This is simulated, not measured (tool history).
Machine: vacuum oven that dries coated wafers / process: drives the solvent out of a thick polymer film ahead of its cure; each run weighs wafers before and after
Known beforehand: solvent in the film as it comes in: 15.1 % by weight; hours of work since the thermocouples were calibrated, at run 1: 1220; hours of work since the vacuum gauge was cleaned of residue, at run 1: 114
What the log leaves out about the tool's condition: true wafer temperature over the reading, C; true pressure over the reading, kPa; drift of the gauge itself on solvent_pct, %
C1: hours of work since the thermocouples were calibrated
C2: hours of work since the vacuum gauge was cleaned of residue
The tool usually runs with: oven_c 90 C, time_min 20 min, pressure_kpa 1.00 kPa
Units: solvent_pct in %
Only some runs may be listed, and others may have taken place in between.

{"run": 1, "hour": 0.0, "oven_c": 90, "time_min": 20, "pressure_kpa": 1.0, "C1": 1220, "C2": 114, "solvent_pct": 0.8}
{"run": 2, "hour": 24.8, "oven_c": 90, "time_min": 10, "pressure_kpa": 1.0, "C1": 1234, "C2": 128, "solvent_pct": 2.67}
{"run": 3, "hour": 47.9, "oven_c": 90, "time_min": 20, "pressure_kpa": 1.0, "C1": 1248, "C2": 141, "solvent_pct": 0.77}
{"run": 4, "hour": 65.6, "oven_c": 90, "time_min": 20, "pressure_kpa": 1.0, "C1": 1258, "C2": 152, "solvent_pct": 0.8}
{"run": 5, "hour": 89.4, "oven_c": 90, "time_min": 20, "pressure_kpa": 1.0, "C1": 1272, "C2": 165, "solvent_pct": 0.79}
{"run": 6, "hour": 116.8, "oven_c": 90, "time_min": 20, "pressure_kpa": 1.0, "C1": 1287, "C2": 181, "solvent_pct": 0.81}
{"run": 7, "hour": 134.1, "oven_c": 90, "time_min": 20, "pressure_kpa": 1.0, "C1": 1297, "C2": 191, "solvent_pct": 0.79}
{"run": 8, "hour": 172.2, "oven_c": 90, "time_min": 20, "pressure_kpa": 1.0, "C1": 1319, "C2": 213, "solvent_pct": 0.83}
{"run": 9, "hour": 206.4, "oven_c": 81, "time_min": 20, "pressure_kpa": 1.0, "C1": 1339, "C2": 233, "solvent_pct": 2.41}
{"run": 10, "hour": 223.9, "oven_c": 81, "time_min": 10, "pressure_kpa": 1.0, "C1": 1349, "C2": 243, "solvent_pct": 5.24}
{"run": 11, "hour": 257.3, "oven_c": 90, "time_min": 14, "pressure_kpa": 1.0, "C1": 1368, "C2": 262, "solvent_pct": 1.53}
{"run": 12, "hour": 277.7, "oven_c": 84, "time_min": 20, "pressure_kpa": 1.0, "C1": 1380, "C2": 274, "solvent_pct": 1.71}
{"run": 13, "hour": 296.4, "oven_c": 84, "time_min": 20, "pressure_kpa": 1.0, "C1": 1391, "C2": 285, "solvent_pct": 1.7}
{"run": 14, "hour": 329.8, "oven_c": 84, "time_min": 20, "pressure_kpa": 1.0, "C1": 1410, "C2": 304, "solvent_pct": 1.66}
{"run": 15, "hour": 355.7, "oven_c": 83, "time_min": 20, "pressure_kpa": 1.0, "C1": 1425, "C2": 319, "solvent_pct": 1.93}
{"run": 16, "hour": 394.0, "oven_c": 83, "time_min": 20, "pressure_kpa": 1.0, "C1": 1447, "C2": 341, "solvent_pct": 1.94}
{"run": 17, "hour": 427.6, "oven_c": 83, "time_min": 20, "pressure_kpa": 1.0, "C1": 1466, "C2": 360, "solvent_pct": 1.88}
{"run": 18, "hour": 465.8, "oven_c": 83, "time_min": 20, "pressure_kpa": 1.0, "C1": 1488, "C2": 382, "solvent_pct": 1.92}
{"run": 19, "hour": 485.4, "oven_c": 83, "time_min": 20, "pressure_kpa": 1.0, "C1": 1500, "C2": 393, "solvent_pct": 1.9}
{"run": 20, "hour": 517.2, "oven_c": 83, "time_min": 20, "pressure_kpa": 1.0, "C1": 1518, "C2": 412, "solvent_pct": 1.88}
{"run": 21, "hour": 539.8, "oven_c": 83, "time_min": 20, "pressure_kpa": 1.0, "C1": 1531, "C2": 425, "solvent_pct": 1.84}
{"run": 22, "hour": 557.8, "oven_c": 90, "time_min": 36, "pressure_kpa": 1.0, "C1": 1541, "C2": 435, "solvent_pct": 0.34}
{"run": 23, "hour": 584.6, "oven_c": 90, "time_min": 36, "pressure_kpa": 1.0, "C1": 1557, "C2": 450, "solvent_pct": 0.41}
{"run": 24, "hour": 601.4, "oven_c": 81, "time_min": 20, "pressure_kpa": 1.0, "C1": 1566, "C2": 460, "solvent_pct": 2.32}
{"run": 25, "hour": 628.1, "oven_c": 81, "time_min": 20, "pressure_kpa": 1.0, "C1": 1582, "C2": 476, "solvent_pct": 2.31}
{"run": 26, "hour": 646.4, "oven_c": 96, "time_min": 20, "pressure_kpa": 1.23, "C1": 1592, "C2": 486, "solvent_pct": 0.42}
{"run": 27, "hour": 685.6, "oven_c": 90, "time_min": 16, "pressure_kpa": 2.16, "C1": 1615, "C2": 509, "solvent_pct": 1.5}
{"hour": 719.7, "done": "oven's thermocouples calibrated"}
{"run": 28, "hour": 727.2, "oven_c": 78, "time_min": 15, "pressure_kpa": 2.06, "C1": 4, "C2": 531, "solvent_pct": 4.5}
{"run": 29, "hour": 749.0, "oven_c": 78, "time_min": 15, "pressure_kpa": 2.06, "C1": 17, "C2": 544, "solvent_pct": 4.46}
{"run": 30, "hour": 784.7, "oven_c": 90, "time_min": 15, "pressure_kpa": 1.75, "C1": 37, "C2": 564, "solvent_pct": 1.38}
{"run": 31, "hour": 820.3, "oven_c": 90, "time_min": 15, "pressure_kpa": 1.75, "C1": 58, "C2": 585, "solvent_pct": 1.42}
{"run": 32, "hour": 839.0, "oven_c": 101, "time_min": 15, "pressure_kpa": 0.5, "C1": 69, "C2": 596, "solvent_pct": 0.14}
{"run": 33, "hour": 863.9, "oven_c": 101, "time_min": 15, "pressure_kpa": 0.5, "C1": 83, "C2": 610, "solvent_pct": 0.17}
{"hour": 881.0, "done": "oven's thermocouples calibrated, once more"}
{"run": 34, "hour": 894.4, "oven_c": 83, "time_min": 19, "pressure_kpa": 1.0, "C1": 8, "C2": 626, "solvent_pct": 2.72}
{"run": 35, "hour": 928.8, "oven_c": 93, "time_min": 20, "pressure_kpa": 1.16, "C1": 28, "C2": 646, "solvent_pct": 0.79}
{"run": 36, "hour": 964.0, "oven_c": 100, "time_min": 20, "pressure_kpa": 0.69, "C1": 48, "C2": 667, "solvent_pct": 0.28}
{"run": 37, "hour": 1004.3, "oven_c": 81, "time_min": 24, "pressure_kpa": 1.94, "C1": 71, "C2": 690, "solvent_pct": 2.94}
{"run": 38, "hour": 1039.5, "oven_c": 94, "time_min": 28, "pressure_kpa": 1.71, "C1": 91, "C2": 710, "solvent_pct": 0.69}
{"run": 39, "hour": 1066.9, "oven_c": 90, "time_min": 20, "pressure_kpa": 0.59, "C1": 107, "C2": 726, "solvent_pct": 0.91}
{"run": 40, "hour": 1096.2, "oven_c": 90, "time_min": 20, "pressure_kpa": 0.97, "C1": 124, "C2": 743, "solvent_pct": 1.13}
{"run": 41, "hour": 1120.4, "oven_c": 90, "time_min": 20, "pressure_kpa": 0.97, "C1": 138, "C2": 757, "solvent_pct": 1.09}
{"run": 42, "hour": 1154.9, "oven_c": 90, "time_min": 20, "pressure_kpa": 0.97, "C1": 158, "C2": 776, "solvent_pct": 1.08}
{"run": 43, "hour": 1174.1, "oven_c": 83, "time_min": 10, "pressure_kpa": 1.41, "C1": 169, "C2": 787, "solvent_pct": 5.53}
{"run": 44, "hour": 1196.1, "oven_c": 83, "time_min": 10, "pressure_kpa": 1.41, "C1": 181, "C2": 800, "solvent_pct": 5.46}
{"run": 45, "hour": 1225.7, "oven_c": 83, "time_min": 10, "pressure_kpa": 1.41, "C1": 198, "C2": 817, "solvent_pct": 5.49}
{"run": 46, "hour": 1264.8, "oven_c": 90, "time_min": 10, "pressure_kpa": 1.0, "C1": 221, "C2": 840, "solvent_pct": 3.15}

Across each entry between runs, compare the hidden state at the last listed run before it with the hidden state at the first listed run after it:
Runs 27 to 28: oven's thermocouples calibrated (hour 719.7)
  true wafer temperature over the reading, C: 2.52 -> 3.54; true pressure over the reading, kPa: 0.067 -> 0.07
  measured less the result without the state, solvent_pct: -0.43 -> -1.13 %
Runs 33 to 34: oven's thermocouples calibrated, once more (hour 881.0)
  true wafer temperature over the reading, C: 3.66 -> -0.3; true pressure over the reading, kPa: 0.081 -> 0.084
  measured less the result without the state, solvent_pct: -0.08 -> +0.12 %
